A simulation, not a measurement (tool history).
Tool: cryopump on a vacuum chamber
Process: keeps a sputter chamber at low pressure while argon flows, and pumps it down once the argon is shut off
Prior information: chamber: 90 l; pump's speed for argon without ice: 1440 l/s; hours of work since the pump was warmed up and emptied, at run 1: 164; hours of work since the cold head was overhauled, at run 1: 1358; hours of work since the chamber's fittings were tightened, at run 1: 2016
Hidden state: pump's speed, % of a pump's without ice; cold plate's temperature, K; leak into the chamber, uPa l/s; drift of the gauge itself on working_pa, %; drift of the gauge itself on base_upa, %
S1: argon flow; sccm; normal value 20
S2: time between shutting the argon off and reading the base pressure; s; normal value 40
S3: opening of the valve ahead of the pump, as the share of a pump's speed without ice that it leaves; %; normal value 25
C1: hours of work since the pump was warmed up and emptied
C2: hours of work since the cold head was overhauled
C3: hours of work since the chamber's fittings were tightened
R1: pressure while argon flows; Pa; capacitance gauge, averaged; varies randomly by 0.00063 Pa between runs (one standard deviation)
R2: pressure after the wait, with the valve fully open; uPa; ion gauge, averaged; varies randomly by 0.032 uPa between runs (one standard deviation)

{"run": 1, "hour": 0.0, "S1": 20, "S2": 40, "S3": 25, "C1": 164, "C2": 1358, "C3": 2016, "R1": 0.0954, "R2": 2.84}
{"run": 2, "hour": 32.7, "S1": 20, "S2": 40, "S3": 25, "C1": 191, "C2": 1385, "C3": 2043, "R1": 0.0963, "R2": 2.99}
{"run": 3, "hour": 70.5, "S1": 20, "S2": 40, "S3": 25, "C1": 223, "C2": 1417, "C3": 2074, "R1": 0.096, "R2": 3}
{"run": 4, "hour": 143.7, "S1": 20, "S2": 40, "S3": 25, "C1": 283, "C2": 1477, "C3": 2135, "R1": 0.0975, "R2": 2.97}
{"run": 5, "hour": 215.5, "S1": 20, "S2": 40, "S3": 25, "C1": 343, "C2": 1537, "C3": 2195, "R1": 0.0975, "R2": 3.08}
{"run": 6, "hour": 268.8, "S1": 20, "S2": 40, "S3": 25, "C1": 387, "C2": 1581, "C3": 2239, "R1": 0.0993, "R2": 3.24}
{"run": 7, "hour": 313.0, "S1": 20, "S2": 40, "S3": 25, "C1": 424, "C2": 1618, "C3": 2276, "R1": 0.0992, "R2": 3.22}
{"run": 8, "hour": 372.8, "S1": 20, "S2": 40, "S3": 16, "C1": 473, "C2": 1667, "C3": 2325, "R1": 0.1519, "R2": 3.33}
{"run": 9, "hour": 408.3, "S1": 20, "S2": 40, "S3": 16, "C1": 503, "C2": 1697, "C3": 2355, "R1": 0.1534, "R2": 3.43}
{"run": 10, "hour": 461.4, "S1": 20, "S2": 40, "S3": 16, "C1": 547, "C2": 1741, "C3": 2399, "R1": 0.1532, "R2": 3.43}
{"hour": 516.1, "done": "pump warmed up, emptied and cooled again"}
{"run": 11, "hour": 539.1, "S1": 20, "S2": 40, "S3": 22, "C1": 19, "C2": 1801, "C3": 2459, "R1": 0.1082, "R2": 3.02}
{"run": 12, "hour": 581.0, "S1": 20, "S2": 40, "S3": 22, "C1": 54, "C2": 1836, "C3": 2494, "R1": 0.1085, "R2": 3.04}
{"run": 13, "hour": 651.5, "S1": 20, "S2": 40, "S3": 22, "C1": 112, "C2": 1894, "C3": 2552, "R1": 0.1081, "R2": 3.2}
{"run": 14, "hour": 721.5, "S1": 10, "S2": 108, "S3": 20, "C1": 170, "C2": 1952, "C3": 2610, "R1": 0.0599, "R2": 2.37}
{"run": 15, "hour": 785.1, "S1": 13, "S2": 67, "S3": 15, "C1": 223, "C2": 2005, "C3": 2663, "R1": 0.1029, "R2": 2.71}
{"run": 16, "hour": 826.3, "S1": 38, "S2": 25, "S3": 15, "C1": 257, "C2": 2039, "C3": 2697, "R1": 0.303, "R2": 4.33}

Predict the results of run 17:
{"run": 17, "hour": 867.8, "S1": 38, "S2": 25, "S3": 15, "C1": 292, "C2": 2074, "C3": 2731, "R1": "?", "R2": "?"}

{"run 17": {"R1": 0.3024, "R2": 4.3}}
Without the tool's hidden state the same run would have given R1 0.2956 Pa, R2 2.51 uPa.
